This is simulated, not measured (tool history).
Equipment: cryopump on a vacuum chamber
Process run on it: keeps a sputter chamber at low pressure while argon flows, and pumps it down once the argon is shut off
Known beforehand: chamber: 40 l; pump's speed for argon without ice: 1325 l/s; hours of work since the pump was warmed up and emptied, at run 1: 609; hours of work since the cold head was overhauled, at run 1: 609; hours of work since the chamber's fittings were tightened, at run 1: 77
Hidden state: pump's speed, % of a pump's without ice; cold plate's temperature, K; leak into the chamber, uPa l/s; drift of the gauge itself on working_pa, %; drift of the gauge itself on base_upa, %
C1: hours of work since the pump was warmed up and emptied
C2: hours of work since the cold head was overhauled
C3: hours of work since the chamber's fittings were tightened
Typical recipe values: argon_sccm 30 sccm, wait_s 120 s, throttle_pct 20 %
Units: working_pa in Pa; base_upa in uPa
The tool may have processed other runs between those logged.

run 1 hour=0.0 | argon_sccm=30 wait_s=120 throttle_pct=20 | C1=609 C2=609 C3=77 | working_pa=0.2051 base_upa=1.37
run 2 hour=30.9 | argon_sccm=30 wait_s=120 throttle_pct=51 | C1=624 C2=624 C3=92 | working_pa=0.0909 base_upa=1.36
run 3 hour=66.2 | argon_sccm=30 wait_s=120 throttle_pct=51 | C1=641 C2=641 C3=109 | working_pa=0.0896 base_upa=1.42
run 4 hour=107.6 | argon_sccm=30 wait_s=120 throttle_pct=51 | C1=660 C2=660 C3=128 | working_pa=0.0911 base_upa=1.43
run 5 hour=129.1 | argon_sccm=30 wait_s=120 throttle_pct=51 | C1=671 C2=671 C3=139 | working_pa=0.0901 base_upa=1.48
run 6 hour=151.0 | argon_sccm=30 wait_s=120 throttle_pct=20 | C1=681 C2=681 C3=149 | working_pa=0.2048 base_upa=1.53
run 7 hour=175.2 | argon_sccm=30 wait_s=120 throttle_pct=56 | C1=693 C2=693 C3=161 | working_pa=0.0839 base_upa=1.53
run 8 hour=207.5 | argon_sccm=30 wait_s=120 throttle_pct=22 | C1=708 C2=708 C3=176 | working_pa=0.1909 base_upa=1.64
run 9 hour=251.5 | argon_sccm=22 wait_s=120 throttle_pct=20 | C1=729 C2=729 C3=197 | working_pa=0.1533 base_upa=1.63
run 10 hour=293.5 | argon_sccm=26 wait_s=91 throttle_pct=20 | C1=749 C2=749 C3=217 | working_pa=0.1815 base_upa=1.96
run 11 hour=335.7 | argon_sccm=18 wait_s=103 throttle_pct=19 | C1=769 C2=769 C3=237 | working_pa=0.1325 base_upa=1.87
run 12 hour=361.7 | argon_sccm=18 wait_s=103 throttle_pct=19 | C1=782 C2=782 C3=250 | working_pa=0.1317 base_upa=1.97
run 13 hour=400.7 | argon_sccm=36 wait_s=46 throttle_pct=20 | C1=800 C2=800 C3=268 | working_pa=0.2536 base_upa=3.15
-- hour=452.2 pump warmed up, emptied and cooled again
run 14 hour=452.2 | argon_sccm=36 wait_s=39 throttle_pct=20 | C1=0 C2=822 C3=290 | working_pa=0.2302 base_upa=3.06
run 15 hour=488.4 | argon_sccm=20 wait_s=120 throttle_pct=48 | C1=17 C2=840 C3=308 | working_pa=0.0555 base_upa=1.60
run 16 hour=522.3 | argon_sccm=14 wait_s=120 throttle_pct=38 | C1=33 C2=856 C3=324 | working_pa=0.0469 base_upa=1.57
run 17 hour=564.0 | argon_sccm=27 wait_s=31 throttle_pct=38 | C1=53 C2=876 C3=344 | working_pa=0.0927 base_upa=3.92
run 18 hour=598.1 | argon_sccm=27 wait_s=31 throttle_pct=38 | C1=70 C2=892 C3=360 | working_pa=0.0915 base_upa=3.85

Branching from run 18: 3 alternative next runs. What would each branch give?
run A hour=619.4 | argon_sccm=24 wait_s=115 throttle_pct=18 | C1=80 C2=902 C3=370 | working_pa=? base_upa=?
run B hour=619.4 | argon_sccm=26 wait_s=31 throttle_pct=49 | C1=80 C2=902 C3=370 | working_pa=? base_upa=?
run C hour=619.4 | argon_sccm=14 wait_s=69 throttle_pct=33 | C1=80 C2=902 C3=370 | working_pa=? base_upa=?

run=A working_pa=0.1722 base_upa=1.75
run=B working_pa=0.0697 base_upa=4.08
run=C working_pa=0.0542 base_upa=2.37
Take away the tool's hidden state, keep each run's random variation, and the runs would have read:
run=A working_pa=0.1703 base_upa=1.04
run=B working_pa=0.0677 base_upa=3.34
run=C working_pa=0.0532 base_upa=1.63
